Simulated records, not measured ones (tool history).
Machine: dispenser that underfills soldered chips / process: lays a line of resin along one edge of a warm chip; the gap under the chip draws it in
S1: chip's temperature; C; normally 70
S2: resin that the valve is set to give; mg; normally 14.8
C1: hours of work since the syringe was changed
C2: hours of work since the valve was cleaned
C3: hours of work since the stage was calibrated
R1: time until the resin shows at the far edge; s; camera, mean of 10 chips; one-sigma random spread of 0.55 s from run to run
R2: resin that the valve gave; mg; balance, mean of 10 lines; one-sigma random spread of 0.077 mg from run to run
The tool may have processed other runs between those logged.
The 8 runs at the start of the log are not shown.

run	hour	S1	S2	C1	C2	C3	R1	R2
9	48.2	70	14.8	9	28	127	71.7	14.37
# hour 53.0: new syringe of resin
10	54.5	83	14.8	1	32	130	29.6	14.32
11	61.8	83	14.8	6	37	135	37.6	14.24
12	67.5	75	14.8	9	40	139	59.2	14.18
# hour 72.2: new syringe of resin
13	73.7	75	14.8	1	44	142	40.2	14.07
14	81.1	75	14.8	6	49	147	50.2	14.22
15	85.0	75	14.8	8	51	150	56.3	14.03
16	89.7	75	14.8	11	54	152	65.7	14.07
# hour 91.1: new syringe of resin
17	94.6	79	16.9	2	57	155	36.7	15.95
18	101.7	60	12.6	7	62	160	96.4	11.70
19	109.0	60	12.6	11	66	164	121.8	11.75
# hour 110.3: new syringe of resin
20	114.0	82	13.7	2	69	167	34.4	12.82
21	117.9	67	13.8	5	72	170	64.2	12.92
22	125.2	82	14.8	9	76	175	47.7	13.59
# hour 129.3: new syringe of resin
23	130.6	82	14.8	1	79	178	30.4	13.70
24	135.7	82	14.8	4	83	181	36.0	13.45
25	142.7	74	17.7	8	87	185	57.6	16.26
# hour 148.2: new syringe of resin
26	148.2	70	16.8	0	90	189	45.0	15.32
27	151.8	64	15.5	2	93	191	62.6	14.02
28	155.9	67	14.9	5	95	194	64.0	13.50
29	163.2	57	16.8	9	100	198	115.7	15.16
# hour 167.4: new syringe of resin
30	167.8	71	12.7	0	103	201	47.2	11.42
31	171.7	70	12.8	3	105	203	55.5	11.58
32	177.0	63	14.4	6	108	207	81.2	12.91

Predict each of these 5 candidate next runs independently; none follows another, all start after run 32:
A	182.7	75	13.0	10	112	210	?	?
B	182.7	75	14.1	10	112	210	?	?
C	182.7	56	15.7	10	112	210	?	?
D	182.7	65	14.4	10	112	210	?	?
E	182.7	67	13.5	10	112	210	?	?

run	R1	R2
A	64.3	11.52
B	61.6	12.55
C	123.6	13.90
D	90.6	12.95
E	85.7	12.01
Without the tool's unlogged condition, the same runs would have read:
run	R1	R2
A	39.7	12.92
B	38.3	14.07
C	78.0	15.58
D	56.6	14.52
E	53.4	13.46

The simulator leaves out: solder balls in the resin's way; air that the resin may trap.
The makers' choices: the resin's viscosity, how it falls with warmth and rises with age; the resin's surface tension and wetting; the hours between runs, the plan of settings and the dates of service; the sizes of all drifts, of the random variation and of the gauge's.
